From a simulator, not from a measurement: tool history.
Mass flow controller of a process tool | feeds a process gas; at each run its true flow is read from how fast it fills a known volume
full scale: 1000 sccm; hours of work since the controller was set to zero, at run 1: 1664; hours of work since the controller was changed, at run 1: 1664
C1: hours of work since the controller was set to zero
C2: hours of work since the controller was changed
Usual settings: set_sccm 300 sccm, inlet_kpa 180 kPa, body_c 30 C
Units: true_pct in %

Run 1, hour 0: usual settings; C1 1664; C2 1664. Result: true_pct 97.91 %.
Run 2, hour 93.4: usual settings; C1 1709; C2 1709. Result: true_pct 97.83 %.
Run 3, hour 246.5: usual settings; C1 1783; C2 1783. Result: true_pct 97.71 %.
Run 4, hour 419.9: usual settings but body_c 27 C; C1 1867; C2 1867. Result: true_pct 97.57 %.
Run 5, hour 493.4: usual settings but body_c 27 C; C1 1903; C2 1903. Result: true_pct 97.38 %.
Run 6, hour 583.6: usual settings; C1 1946; C2 1946. Result: true_pct 97.46 %.
Run 7, hour 713.6: usual settings; C1 2009; C2 2009. Result: true_pct 97.51 %.
Run 8, hour 824.3: usual settings; C1 2063; C2 2063. Result: true_pct 97.57 %.
Run 9, hour 963.4: usual settings; C1 2130; C2 2130. Result: true_pct 97.39 %.
Run 10, hour 1058.9: usual settings; C1 2176; C2 2176. Result: true_pct 97.3 %.
Run 11, hour 1178.5: usual settings; C1 2234; C2 2234. Result: true_pct 97.32 %.
Run 12, hour 1277.2: usual settings; C1 2282; C2 2282. Result: true_pct 97.32 %.
Run 13, hour 1362.9: usual settings but set_sccm 376 sccm; C1 2323; C2 2323. Result: true_pct 97.65 %.
Run 14, hour 1482.8: usual settings; C1 2381; C2 2381. Result: true_pct 97.01 %.
Run 15, hour 1635.8: usual settings but set_sccm 334 sccm; C1 2455; C2 2455. Result: true_pct 97.3 %.
Run 16, hour 1727: usual settings but inlet_kpa 147 kPa; C1 2499; C2 2499. Result: true_pct 97.2 %.
Run 17, hour 1865.8: usual settings but inlet_kpa 147 kPa; C1 2566; C2 2566. Result: true_pct 97.19 %.
Run 18, hour 1958.1: usual settings but inlet_kpa 147 kPa; C1 2611; C2 2611. Result: true_pct 96.97 %.
Run 19, hour 2071.8: usual settings but inlet_kpa 147 kPa; C1 2666; C2 2666. Result: true_pct 96.99 %.
Run 20, hour 2156.6: usual settings but set_sccm 138 sccm, inlet_kpa 190 kPa, body_c 27 C; C1 2707; C2 2707. Result: true_pct 94.12 %.
Run 21, hour 2282.1: usual settings but set_sccm 138 sccm, inlet_kpa 190 kPa, body_c 27 C; C1 2767; C2 2767. Result: true_pct 93.99 %.
Run 22, hour 2369.2: usual settings but set_sccm 138 sccm, inlet_kpa 182 kPa, body_c 24 C; C1 2810; C2 2810. Result: true_pct 93.8 %.
Run 23, hour 2476.4: usual settings but inlet_kpa 190 kPa; C1 2861; C2 2861. Result: true_pct 96.66 %.
Run 24, hour 2651.5: usual settings but set_sccm 970 sccm, inlet_kpa 190 kPa; C1 2946; C2 2946. Result: true_pct 98.26 %.
Run 25, hour 2816: usual settings but set_sccm 970 sccm, inlet_kpa 256 kPa, body_c 36 C; C1 3026; C2 3026. Result: true_pct 98.3 %.
Run 26, hour 2943.8: usual settings but set_sccm 205 sccm, inlet_kpa 207 kPa, body_c 26 C; C1 3087; C2 3087. Result: true_pct 94.94 %.
Run 27, hour 3047: usual settings but set_sccm 205 sccm, inlet_kpa 207 kPa, body_c 26 C; C1 3137; C2 3137. Result: true_pct 94.93 %.
Run 28, hour 3160.2: usual settings but set_sccm 567 sccm, inlet_kpa 209 kPa, body_c 26 C; C1 3192; C2 3192. Result: true_pct 97.04 %.
Run 29, hour 3262.6: usual settings but set_sccm 567 sccm, inlet_kpa 209 kPa, body_c 26 C; C1 3242; C2 3242. Result: true_pct 97.04 %.
Run 30, hour 3358: usual settings but set_sccm 487 sccm, inlet_kpa 140 kPa, body_c 38 C; C1 3288; C2 3288. Result: true_pct 97.65 %.
Run 31, hour 3451.1: usual settings but set_sccm 487 sccm, inlet_kpa 140 kPa, body_c 38 C; C1 3333; C2 3333. Result: true_pct 97.74 %.
Run 32, hour 3602.5: usual settings but body_c 24 C; C1 3406; C2 3406. Result: true_pct 95.4 %.

Forecast each of these 4 alternatives for the next run:
Run A, hour 3775.7: usual settings but set_sccm 201 sccm, inlet_kpa 201 kPa; C1 3490; C2 3490. Result: true_pct ?.
Run B, hour 3775.7: usual settings but inlet_kpa 232 kPa, body_c 21 C; C1 3490; C2 3490. Result: true_pct ?.
Run C, hour 3775.7: usual settings but set_sccm 802 sccm, inlet_kpa 230 kPa, body_c 29 C; C1 3490; C2 3490. Result: true_pct ?.
Run D, hour 3775.7: usual settings but inlet_kpa 276 kPa; C1 3490; C2 3490. Result: true_pct ?.

run  true_pct
  A     94.58
  B     95.16
  C     97.49
  D     95.61
Without the tool's hidden state the same runs would have given:
run  true_pct
  A     99.91
  B     99.28
  C    100.07
  D     99.73

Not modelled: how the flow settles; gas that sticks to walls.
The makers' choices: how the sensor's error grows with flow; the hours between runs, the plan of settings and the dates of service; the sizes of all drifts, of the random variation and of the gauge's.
